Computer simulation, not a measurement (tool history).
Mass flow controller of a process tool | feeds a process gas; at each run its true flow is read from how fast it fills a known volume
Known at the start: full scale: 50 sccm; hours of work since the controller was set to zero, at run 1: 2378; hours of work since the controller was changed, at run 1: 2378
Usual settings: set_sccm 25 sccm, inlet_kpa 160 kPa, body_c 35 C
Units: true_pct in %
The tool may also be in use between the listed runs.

run,hour,set_sccm,inlet_kpa,body_c,hours of work since the controller was set to zero,hours of work since the controller was changed,true_pct
1,0.0,25,160,35,2378,2378,98.67
2,74.0,25,160,33,2430,2430,98.95
3,209.2,22,160,35,2524,2524,98.78
4,387.8,25,160,35,2650,2650,99.04
5,562.5,25,160,35,2772,2772,99.04
6,661.1,25,160,35,2841,2841,98.92
7,759.3,25,160,35,2910,2910,98.96
8,883.6,25,160,36,2997,2997,98.78
9,1017.9,25,160,35,3092,3092,99.13
10,1138.2,25,160,35,3176,3176,99.09
11,1281.1,25,148,35,3276,3276,99.18
12,1426.6,25,148,35,3378,3378,99.21
13,1508.3,48,160,35,3435,3435,100.22
14,1654.4,25,183,35,3538,3538,99.46
15,1810.8,25,183,35,3648,3648,99.48
16,1974.7,25,183,35,3762,3762,99.63
17,2089.3,25,142,35,3843,3843,99.41
18,2229.9,15,160,35,3941,3941,99.49
19,2350.9,25,160,35,4026,4026,99.57
20,2443.1,25,160,35,4091,4091,99.48
21,2592.8,25,160,35,4196,4196,99.48
22,2692.4,25,160,35,4266,4266,99.51
23,2806.8,25,160,35,4346,4346,99.77
24,2925.2,25,160,35,4429,4429,99.78
25,3023.8,14,160,26,4498,4498,100.80
26,3174.4,14,160,26,4604,4604,100.74
27,3339.6,25,193,35,4720,4720,100.02
28,3436.8,6,256,21,4788,4788,103.83
29,3583.1,40,256,25,4890,4890,101.61
30,3726.8,48,204,27,4991,4991,101.69
31,3876.8,6,192,35,5096,5096,102.65
32,4018.9,37,192,28,5196,5196,101.21
33,4172.2,37,192,28,5304,5304,101.21
34,4310.8,39,203,22,5401,5401,101.91
35,4422.9,39,203,22,5479,5479,101.84
36,4550.2,6,141,27,5569,5569,103.86
37,4720.9,9,160,35,5688,5688,101.64
38,4851.8,21,159,30,5780,5780,100.76
39,4958.3,23,150,29,5855,5855,100.89
40,5091.7,25,166,26,5949,5949,101.30
41,5236.2,25,166,26,6050,6050,101.44
42,5368.2,25,171,28,6142,6142,101.34
43,5511.0,17,224,35,6243,6243,100.98
44,5610.6,17,224,35,6312,6312,101.14
45,5697.1,25,147,26,6373,6373,101.42
46,5796.7,25,147,26,6443,6443,101.39
47,5880.1,25,147,26,6501,6501,101.48
48,6003.3,14,175,34,6588,6588,101.36

4 ways to go on from here, each from the tool as it stands after run 48. What would each give?
A,6161.6,14,141,34,6699,6699,?
B,6161.6,25,234,35,6699,6699,?
C,6161.6,14,271,32,6699,6699,?
D,6161.6,12,175,34,6699,6699,?

run,true_pct
A,101.43
B,101.05
C,101.98
D,101.80
Without the tool's hidden state the same runs would have given:
run,true_pct
A,96.92
B,97.72
C,97.47
D,96.83

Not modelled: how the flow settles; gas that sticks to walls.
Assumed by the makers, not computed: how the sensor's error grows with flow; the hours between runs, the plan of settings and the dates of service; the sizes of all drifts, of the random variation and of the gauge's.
